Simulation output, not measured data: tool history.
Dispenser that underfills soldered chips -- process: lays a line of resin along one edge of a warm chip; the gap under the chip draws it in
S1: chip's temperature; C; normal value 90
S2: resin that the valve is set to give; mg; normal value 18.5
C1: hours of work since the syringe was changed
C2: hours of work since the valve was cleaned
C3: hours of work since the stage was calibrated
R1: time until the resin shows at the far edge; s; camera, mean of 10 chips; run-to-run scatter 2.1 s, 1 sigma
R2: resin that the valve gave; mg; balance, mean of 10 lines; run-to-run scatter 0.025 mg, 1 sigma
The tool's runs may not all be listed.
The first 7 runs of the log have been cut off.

{"hour": 29.2, "done": "new syringe of resin"}
{"run": 8, "hour": 32.1, "S1": 90, "S2": 17.5, "C1": 2, "C2": 40, "C3": 47, "R1": 226.7, "R2": 17.24}
{"run": 9, "hour": 35.7, "S1": 90, "S2": 17.5, "C1": 4, "C2": 43, "C3": 50, "R1": 240.2, "R2": 17.26}
{"run": 10, "hour": 38.5, "S1": 90, "S2": 17.5, "C1": 6, "C2": 44, "C3": 51, "R1": 266.6, "R2": 17.25}
{"hour": 41.3, "done": "new syringe of resin"}
{"run": 11, "hour": 44.3, "S1": 90, "S2": 17.5, "C1": 2, "C2": 48, "C3": 55, "R1": 231.8, "R2": 17.2}
{"hour": 46.7, "done": "dispensing valve cleaned and set on the balance"}
{"run": 12, "hour": 48.9, "S1": 90, "S2": 17.5, "C1": 4, "C2": 1, "C3": 57, "R1": 251.4, "R2": 17.46}
{"run": 13, "hour": 52.7, "S1": 90, "S2": 17.5, "C1": 7, "C2": 4, "C3": 60, "R1": 273.4, "R2": 17.48}
{"hour": 54.2, "done": "new syringe of resin"}
{"run": 14, "hour": 57.6, "S1": 90, "S2": 17.5, "C1": 2, "C2": 7, "C3": 62, "R1": 230.7, "R2": 17.44}
{"run": 15, "hour": 61.3, "S1": 90, "S2": 18.5, "C1": 5, "C2": 9, "C3": 65, "R1": 250.8, "R2": 18.44}
{"hour": 66.0, "done": "new syringe of resin"}
{"run": 16, "hour": 66.9, "S1": 90, "S2": 18.5, "C1": 1, "C2": 13, "C3": 68, "R1": 215.2, "R2": 18.41}
{"run": 17, "hour": 72.5, "S1": 90, "S2": 18.5, "C1": 4, "C2": 16, "C3": 72, "R1": 246.6, "R2": 18.38}
{"run": 18, "hour": 75.7, "S1": 90, "S2": 18.5, "C1": 6, "C2": 18, "C3": 74, "R1": 263.1, "R2": 18.33}

Expected results for the next run?
{"hour": 77.9, "done": "new syringe of resin"}
{"run": 19, "hour": 82.0, "S1": 90, "S2": 18.5, "C1": 3, "C2": 22, "C3": 78, "R1": "?", "R2": "?"}

R1: 230.8 s
R2: 18.32 mg
With no hidden state in the tool, this same run would have given R1 204.6 s, R2 18.48 mg.
